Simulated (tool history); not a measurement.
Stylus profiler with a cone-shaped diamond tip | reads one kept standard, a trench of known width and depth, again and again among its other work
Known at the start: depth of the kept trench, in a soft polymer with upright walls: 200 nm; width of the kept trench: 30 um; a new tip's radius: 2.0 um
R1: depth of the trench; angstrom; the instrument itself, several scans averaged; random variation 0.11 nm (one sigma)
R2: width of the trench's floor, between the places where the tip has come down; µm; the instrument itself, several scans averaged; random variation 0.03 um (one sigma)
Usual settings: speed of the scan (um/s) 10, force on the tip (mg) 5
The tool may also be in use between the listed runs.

Run 1, hour 0: usual settings. Result: R1 2059.6 angstrom, R2 28.1 µm.
Run 2, hour 33.3: usual settings. Result: R1 2060.5 angstrom, R2 28.05 µm.
Run 3, hour 54: usual settings. Result: R1 2060.9 angstrom, R2 28.01 µm.
Run 4, hour 77.6: usual settings. Result: R1 2060.9 angstrom, R2 28.04 µm.
Run 5, hour 119.9: usual settings. Result: R1 2061.1 angstrom, R2 28 µm.
Run 6, hour 139.8: usual settings. Result: R1 2059.6 angstrom, R2 28.06 µm.
Run 7, hour 158.2: usual settings. Result: R1 2061.1 angstrom, R2 27.99 µm.
Run 8, hour 202.2: usual settings. Result: R1 2062.2 angstrom, R2 28.05 µm.
Run 9, hour 242.7: usual settings. Result: R1 2062.9 angstrom, R2 27.98 µm.
Run 10, hour 275.8: usual settings but force on the tip (mg) 4.38. Result: R1 2057.8 angstrom, R2 27.97 µm.
Run 11, hour 297.8: usual settings. Result: R1 2062.6 angstrom, R2 27.96 µm.
Run 12, hour 323.3: usual settings. Result: R1 2062.4 angstrom, R2 28.01 µm.
Run 13, hour 357.4: usual settings but force on the tip (mg) 9.02. Result: R1 2087.9 angstrom, R2 28.04 µm.
Run 14, hour 383.7: usual settings. Result: R1 2061.2 angstrom, R2 27.98 µm.
Run 15, hour 428.1: usual settings but speed of the scan (um/s) 38. Result: R1 2061.6 angstrom, R2 27.93 µm.
Run 16, hour 451.3: usual settings. Result: R1 2062.4 angstrom, R2 28.02 µm.
Run 17, hour 491.5: usual settings. Result: R1 2062.9 angstrom, R2 27.99 µm.
Run 18, hour 526.8: usual settings. Result: R1 2062.4 angstrom, R2 27.97 µm.
Run 19, hour 556.9: usual settings. Result: R1 2065.5 angstrom, R2 27.99 µm.
Run 20, hour 595.3: usual settings. Result: R1 2063.4 angstrom, R2 27.95 µm.
Run 21, hour 628.4: usual settings. Result: R1 2063.6 angstrom, R2 27.97 µm.
Run 22, hour 648.9: usual settings. Result: R1 2063.5 angstrom, R2 27.96 µm.
Run 23, hour 669.1: usual settings. Result: R1 2064.5 angstrom, R2 27.98 µm.
Run 24, hour 699.2: usual settings. Result: R1 2064.5 angstrom, R2 27.94 µm.
Run 25, hour 742.1: usual settings but force on the tip (mg) 9.63. Result: R1 2093.8 angstrom, R2 28.01 µm.
Run 26, hour 765.1: usual settings but force on the tip (mg) 2.26. Result: R1 2042 angstrom, R2 27.88 µm.
Run 27, hour 796.9: usual settings but force on the tip (mg) 13.53. Result: R1 2113.4 angstrom, R2 27.95 µm.
Run 28, hour 823.2: usual settings but speed of the scan (um/s) 4, force on the tip (mg) 2.67. Result: R1 2044 angstrom, R2 27.93 µm.
Run 29, hour 862.6: usual settings but speed of the scan (um/s) 3. Result: R1 2065.7 angstrom, R2 27.96 µm.
Run 30, hour 897.5: usual settings but speed of the scan (um/s) 9, force on the tip (mg) 3.9. Result: R1 2059.4 angstrom, R2 27.89 µm.
Run 31, hour 927.4: usual settings but speed of the scan (um/s) 9, force on the tip (mg) 3.9. Result: R1 2059.2 angstrom, R2 27.92 µm.
Run 32, hour 962: usual settings but speed of the scan (um/s) 9, force on the tip (mg) 9.16. Result: R1 2093.5 angstrom, R2 27.93 µm.
Run 33, hour 994: usual settings but speed of the scan (um/s) 9, force on the tip (mg) 9.16. Result: R1 2093 angstrom, R2 27.91 µm.
Run 34, hour 1037.3: usual settings but speed of the scan (um/s) 13, force on the tip (mg) 3.04. Result: R1 2051.1 angstrom, R2 27.87 µm.
Run 35, hour 1082.5: usual settings but speed of the scan (um/s) 4, force on the tip (mg) 11.65. Result: R1 2106.6 angstrom, R2 27.91 µm.
Run 36, hour 1111.5: usual settings but speed of the scan (um/s) 6, force on the tip (mg) 11.54. Result: R1 2105.1 angstrom, R2 27.86 µm.
Run 37, hour 1135.9: usual settings but force on the tip (mg) 5.24. Result: R1 2065 angstrom, R2 27.91 µm.
At hour 1152.1: height scale calibrated on a step standard.
Run 38, hour 1155.9: usual settings but force on the tip (mg) 5.24. Result: R1 2054.7 angstrom, R2 27.85 µm.
Run 39, hour 1191.9: usual settings but speed of the scan (um/s) 19, force on the tip (mg) 3.61. Result: R1 2043.3 angstrom, R2 27.82 µm.
Run 40, hour 1224.2: usual settings but speed of the scan (um/s) 4, force on the tip (mg) 5.95. Result: R1 2060.2 angstrom, R2 27.88 µm.
Run 41, hour 1246.5: usual settings but speed of the scan (um/s) 4, force on the tip (mg) 13.51. Result: R1 2102.3 angstrom, R2 27.89 µm.
Run 42, hour 1280.3: usual settings but speed of the scan (um/s) 27, force on the tip (mg) 8.84. Result: R1 2076.6 angstrom, R2 27.81 µm.
Run 43, hour 1300.5: usual settings but force on the tip (mg) 5.2. Result: R1 2055.7 angstrom, R2 27.85 µm.
Run 44, hour 1327.2: usual settings but speed of the scan (um/s) 8, force on the tip (mg) 12.8. Result: R1 2101.3 angstrom, R2 27.86 µm.
Run 45, hour 1355.1: usual settings but speed of the scan (um/s) 21, force on the tip (mg) 2.43. Result: R1 2033.8 angstrom, R2 27.8 µm.
Run 46, hour 1375.7: usual settings but speed of the scan (um/s) 21, force on the tip (mg) 2.43. Result: R1 2034.4 angstrom, R2 27.76 µm.

5 ways to go on from here, each from the tool as it stands after run 46. What would each give?
Run A, hour 1403.6: usual settings but speed of the scan (um/s) 6, force on the tip (mg) 1.8. Result: R1 ?, R2 ?.
Run B, hour 1403.6: usual settings but speed of the scan (um/s) 6, force on the tip (mg) 8.74. Result: R1 ?, R2 ?.
Run C, hour 1403.6: usual settings but speed of the scan (um/s) 5, force on the tip (mg) 4.5. Result: R1 ?, R2 ?.
Run D, hour 1403.6: usual settings but speed of the scan (um/s) 16, force on the tip (mg) 3.95. Result: R1 ?, R2 ?.
Run E, hour 1403.6: usual settings but speed of the scan (um/s) 21, force on the tip (mg) 6.27. Result: R1 ?, R2 ?.

run      R1     R2
  A  2029.1  27.84
  B  2076.6  27.79
  C  2051.5  27.84
  D  2045.8  27.88
  E  2061.9  27.87
Without the tool's hidden state the same runs would have given:
run      R1     R2
  A  2027.7  28.22
  B  2075.1  28.18
  C    2050  28.23
  D  2044.4  28.27
  E  2060.5  28.26
